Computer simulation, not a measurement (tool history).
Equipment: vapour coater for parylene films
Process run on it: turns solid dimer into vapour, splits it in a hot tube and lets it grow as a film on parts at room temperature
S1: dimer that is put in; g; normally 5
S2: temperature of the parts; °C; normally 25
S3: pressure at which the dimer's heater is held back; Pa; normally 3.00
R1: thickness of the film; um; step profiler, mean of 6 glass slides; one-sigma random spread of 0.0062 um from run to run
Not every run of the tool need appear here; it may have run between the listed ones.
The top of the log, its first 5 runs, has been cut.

{"run": 6, "hour": 116.9, "S1": 5, "S2": 25, "S3": 6.71, "R1": 1.527}
{"run": 7, "hour": 149.1, "S1": 5, "S2": 25, "S3": 6.71, "R1": 1.528}
{"run": 8, "hour": 167.4, "S1": 5, "S2": 25, "S3": 6.71, "R1": 1.517}
{"run": 9, "hour": 184.8, "S1": 5, "S2": 25, "S3": 6.71, "R1": 1.513}
{"hour": 209.2, "done": "trap's valve overhauled"}
{"run": 10, "hour": 221.5, "S1": 5, "S2": 25, "S3": 6.71, "R1": 1.599}
{"run": 11, "hour": 254.7, "S1": 5, "S2": 25, "S3": 3.0, "R1": 1.873}
{"run": 12, "hour": 287.3, "S1": 5, "S2": 20, "S3": 3.0, "R1": 2.167}
{"run": 13, "hour": 312.3, "S1": 5, "S2": 20, "S3": 3.0, "R1": 2.155}
{"run": 14, "hour": 341.5, "S1": 5, "S2": 20, "S3": 9.01, "R1": 1.72}
{"run": 15, "hour": 379.7, "S1": 5, "S2": 27, "S3": 3.0, "R1": 1.759}
{"run": 16, "hour": 411.9, "S1": 3, "S2": 25, "S3": 3.0, "R1": 1.124}
{"run": 17, "hour": 430.6, "S1": 3, "S2": 25, "S3": 3.0, "R1": 1.106}
{"run": 18, "hour": 451.8, "S1": 3, "S2": 25, "S3": 3.0, "R1": 1.119}
{"run": 19, "hour": 480.9, "S1": 5, "S2": 25, "S3": 3.0, "R1": 1.832}
{"run": 20, "hour": 504.0, "S1": 4, "S2": 25, "S3": 3.0, "R1": 1.468}
{"run": 21, "hour": 539.0, "S1": 6, "S2": 21, "S3": 4.64, "R1": 2.267}
{"run": 22, "hour": 565.3, "S1": 4, "S2": 26, "S3": 3.4, "R1": 1.375}
{"run": 23, "hour": 582.0, "S1": 4, "S2": 26, "S3": 3.4, "R1": 1.376}
{"run": 24, "hour": 598.7, "S1": 4, "S2": 20, "S3": 5.25, "R1": 1.512}
{"run": 25, "hour": 620.8, "S1": 4, "S2": 20, "S3": 5.25, "R1": 1.506}
{"run": 26, "hour": 638.9, "S1": 4, "S2": 21, "S3": 6.09, "R1": 1.419}
{"run": 27, "hour": 665.7, "S1": 4, "S2": 21, "S3": 6.09, "R1": 1.42}
{"run": 28, "hour": 695.3, "S1": 4, "S2": 23, "S3": 10.15, "R1": 1.204}
{"run": 29, "hour": 730.1, "S1": 3, "S2": 26, "S3": 5.42, "R1": 0.946}

Run 30 is up next; what results do you expect?
{"run": 30, "hour": 766.5, "S1": 3, "S2": 26, "S3": 5.42, "R1": "?"}

R1: 0.937 um
Minus the tool's unlogged condition, the same run would have read R1 0.978 um.

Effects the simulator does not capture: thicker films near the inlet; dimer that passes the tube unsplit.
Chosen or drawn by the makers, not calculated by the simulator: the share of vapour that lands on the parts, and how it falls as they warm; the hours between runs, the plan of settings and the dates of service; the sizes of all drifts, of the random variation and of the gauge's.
